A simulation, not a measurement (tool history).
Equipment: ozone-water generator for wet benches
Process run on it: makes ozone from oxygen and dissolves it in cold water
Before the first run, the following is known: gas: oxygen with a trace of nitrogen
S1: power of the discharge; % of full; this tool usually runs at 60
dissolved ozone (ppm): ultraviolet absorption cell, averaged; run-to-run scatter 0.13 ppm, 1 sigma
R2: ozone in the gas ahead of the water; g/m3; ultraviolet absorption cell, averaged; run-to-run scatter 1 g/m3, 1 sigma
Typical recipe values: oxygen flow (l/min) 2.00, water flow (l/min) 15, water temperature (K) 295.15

{"run": 1, "hour": 0.0, "S1": 60, "oxygen flow (l/min)": 2.0, "water flow (l/min)": 15, "water temperature (K)": 295.15, "dissolved ozone (ppm)": 13.2, "R2": 171.4}
{"run": 2, "hour": 51.5, "S1": 60, "oxygen flow (l/min)": 2.0, "water flow (l/min)": 15, "water temperature (K)": 295.15, "dissolved ozone (ppm)": 13.2, "R2": 171.7}
{"run": 3, "hour": 118.0, "S1": 60, "oxygen flow (l/min)": 2.0, "water flow (l/min)": 15, "water temperature (K)": 295.15, "dissolved ozone (ppm)": 13.4, "R2": 171.4}
{"run": 4, "hour": 150.9, "S1": 60, "oxygen flow (l/min)": 2.0, "water flow (l/min)": 15, "water temperature (K)": 295.15, "dissolved ozone (ppm)": 13.5, "R2": 172.1}
{"run": 5, "hour": 227.0, "S1": 60, "oxygen flow (l/min)": 2.0, "water flow (l/min)": 15, "water temperature (K)": 295.15, "dissolved ozone (ppm)": 13.5, "R2": 172.0}
{"run": 6, "hour": 271.0, "S1": 61, "oxygen flow (l/min)": 2.0, "water flow (l/min)": 15, "water temperature (K)": 295.15, "dissolved ozone (ppm)": 13.4, "R2": 173.0}
{"run": 7, "hour": 334.2, "S1": 60, "oxygen flow (l/min)": 2.0, "water flow (l/min)": 10, "water temperature (K)": 295.15, "dissolved ozone (ppm)": 17.9, "R2": 174.5}
{"run": 8, "hour": 404.2, "S1": 60, "oxygen flow (l/min)": 2.0, "water flow (l/min)": 10, "water temperature (K)": 295.15, "dissolved ozone (ppm)": 18.2, "R2": 170.3}
{"run": 9, "hour": 481.5, "S1": 60, "oxygen flow (l/min)": 2.0, "water flow (l/min)": 10, "water temperature (K)": 295.15, "dissolved ozone (ppm)": 18.2, "R2": 169.5}
{"run": 10, "hour": 515.3, "S1": 60, "oxygen flow (l/min)": 2.0, "water flow (l/min)": 10, "water temperature (K)": 295.15, "dissolved ozone (ppm)": 18.0, "R2": 170.6}
{"run": 11, "hour": 560.7, "S1": 60, "oxygen flow (l/min)": 2.0, "water flow (l/min)": 10, "water temperature (K)": 295.15, "dissolved ozone (ppm)": 18.1, "R2": 170.9}
{"run": 12, "hour": 600.2, "S1": 60, "oxygen flow (l/min)": 2.0, "water flow (l/min)": 10, "water temperature (K)": 295.15, "dissolved ozone (ppm)": 18.0, "R2": 171.0}
{"run": 13, "hour": 663.4, "S1": 60, "oxygen flow (l/min)": 2.0, "water flow (l/min)": 20, "water temperature (K)": 295.15, "dissolved ozone (ppm)": 10.3, "R2": 171.9}
{"run": 14, "hour": 737.6, "S1": 60, "oxygen flow (l/min)": 2.0, "water flow (l/min)": 20, "water temperature (K)": 295.15, "dissolved ozone (ppm)": 10.2, "R2": 169.3}
{"run": 15, "hour": 772.6, "S1": 60, "oxygen flow (l/min)": 2.0, "water flow (l/min)": 20, "water temperature (K)": 295.15, "dissolved ozone (ppm)": 10.4, "R2": 168.9}
{"run": 16, "hour": 830.0, "S1": 60, "oxygen flow (l/min)": 2.0, "water flow (l/min)": 20, "water temperature (K)": 295.15, "dissolved ozone (ppm)": 10.1, "R2": 170.3}
{"run": 17, "hour": 893.2, "S1": 60, "oxygen flow (l/min)": 3.01, "water flow (l/min)": 9, "water temperature (K)": 295.15, "dissolved ozone (ppm)": 18.5, "R2": 135.3}
{"run": 18, "hour": 948.7, "S1": 75, "oxygen flow (l/min)": 1.18, "water flow (l/min)": 20, "water temperature (K)": 288.15, "dissolved ozone (ppm)": 11.2, "R2": 269.5}
{"run": 19, "hour": 999.3, "S1": 54, "oxygen flow (l/min)": 2.21, "water flow (l/min)": 13, "water temperature (K)": 301.15, "dissolved ozone (ppm)": 12.9, "R2": 149.5}
{"run": 20, "hour": 1057.1, "S1": 60, "oxygen flow (l/min)": 2.0, "water flow (l/min)": 12, "water temperature (K)": 295.15, "dissolved ozone (ppm)": 15.9, "R2": 169.7}
{"run": 21, "hour": 1109.8, "S1": 98, "oxygen flow (l/min)": 1.74, "water flow (l/min)": 15, "water temperature (K)": 295.15, "dissolved ozone (ppm)": 18.0, "R2": 260.1}
{"run": 22, "hour": 1159.9, "S1": 98, "oxygen flow (l/min)": 1.74, "water flow (l/min)": 15, "water temperature (K)": 295.15, "dissolved ozone (ppm)": 18.5, "R2": 257.7}
{"run": 23, "hour": 1235.7, "S1": 69, "oxygen flow (l/min)": 1.74, "water flow (l/min)": 15, "water temperature (K)": 289.15, "dissolved ozone (ppm)": 15.1, "R2": 202.2}
{"run": 24, "hour": 1271.6, "S1": 60, "oxygen flow (l/min)": 1.77, "water flow (l/min)": 15, "water temperature (K)": 295.15, "dissolved ozone (ppm)": 13.1, "R2": 181.4}
{"run": 25, "hour": 1343.8, "S1": 99, "oxygen flow (l/min)": 2.78, "water flow (l/min)": 15, "water temperature (K)": 295.15, "dissolved ozone (ppm)": 19.0, "R2": 198.3}
{"run": 26, "hour": 1382.7, "S1": 99, "oxygen flow (l/min)": 2.78, "water flow (l/min)": 15, "water temperature (K)": 295.15, "dissolved ozone (ppm)": 19.1, "R2": 196.1}
{"run": 27, "hour": 1414.0, "S1": 83, "oxygen flow (l/min)": 1.17, "water flow (l/min)": 13, "water temperature (K)": 288.15, "dissolved ozone (ppm)": 18.2, "R2": 290.2}
{"run": 28, "hour": 1491.0, "S1": 60, "oxygen flow (l/min)": 2.0, "water flow (l/min)": 9, "water temperature (K)": 293.15, "dissolved ozone (ppm)": 19.9, "R2": 167.6}
{"run": 29, "hour": 1548.0, "S1": 60, "oxygen flow (l/min)": 2.38, "water flow (l/min)": 22, "water temperature (K)": 295.15, "dissolved ozone (ppm)": 9.7, "R2": 153.6}
{"run": 30, "hour": 1603.9, "S1": 60, "oxygen flow (l/min)": 2.0, "water flow (l/min)": 15, "water temperature (K)": 296.15, "dissolved ozone (ppm)": 13.1, "R2": 169.9}
{"run": 31, "hour": 1639.1, "S1": 89, "oxygen flow (l/min)": 2.0, "water flow (l/min)": 15, "water temperature (K)": 295.15, "dissolved ozone (ppm)": 17.1, "R2": 222.5}
{"run": 32, "hour": 1684.0, "S1": 61, "oxygen flow (l/min)": 1.73, "water flow (l/min)": 15, "water temperature (K)": 297.15, "dissolved ozone (ppm)": 12.7, "R2": 188.2}

What if the next run were any one of these 4? Each begins from the tool's condition after run 32:
{"run": "A", "hour": 1756.2, "S1": 58, "oxygen flow (l/min)": 2.49, "water flow (l/min)": 15, "water temperature (K)": 295.15, "dissolved ozone (ppm)": "?", "R2": "?"}
{"run": "B", "hour": 1756.2, "S1": 61, "oxygen flow (l/min)": 1.73, "water flow (l/min)": 10, "water temperature (K)": 302.15, "dissolved ozone (ppm)": "?", "R2": "?"}
{"run": "C", "hour": 1756.2, "S1": 78, "oxygen flow (l/min)": 2.86, "water flow (l/min)": 15, "water temperature (K)": 292.15, "dissolved ozone (ppm)": "?", "R2": "?"}
{"run": "D", "hour": 1756.2, "S1": 47, "oxygen flow (l/min)": 1.73, "water flow (l/min)": 16, "water temperature (K)": 297.15, "dissolved ozone (ppm)": "?", "R2": "?"}

run=A dissolved_ozone_(ppm)=12.8 R2=145.2
run=B dissolved_ozone_(ppm)=16.6 R2=187.1
run=C dissolved_ozone_(ppm)=16.5 R2=165.0
run=D dissolved_ozone_(ppm)=10.1 R2=156.2
Without the tool's unlogged condition, the same runs would have read:
run=A dissolved_ozone_(ppm)=13.2 R2=148.6
run=B dissolved_ozone_(ppm)=17.1 R2=191.6
run=C dissolved_ozone_(ppm)=17.1 R2=169.7
run=D dissolved_ozone_(ppm)=10.4 R2=159.2
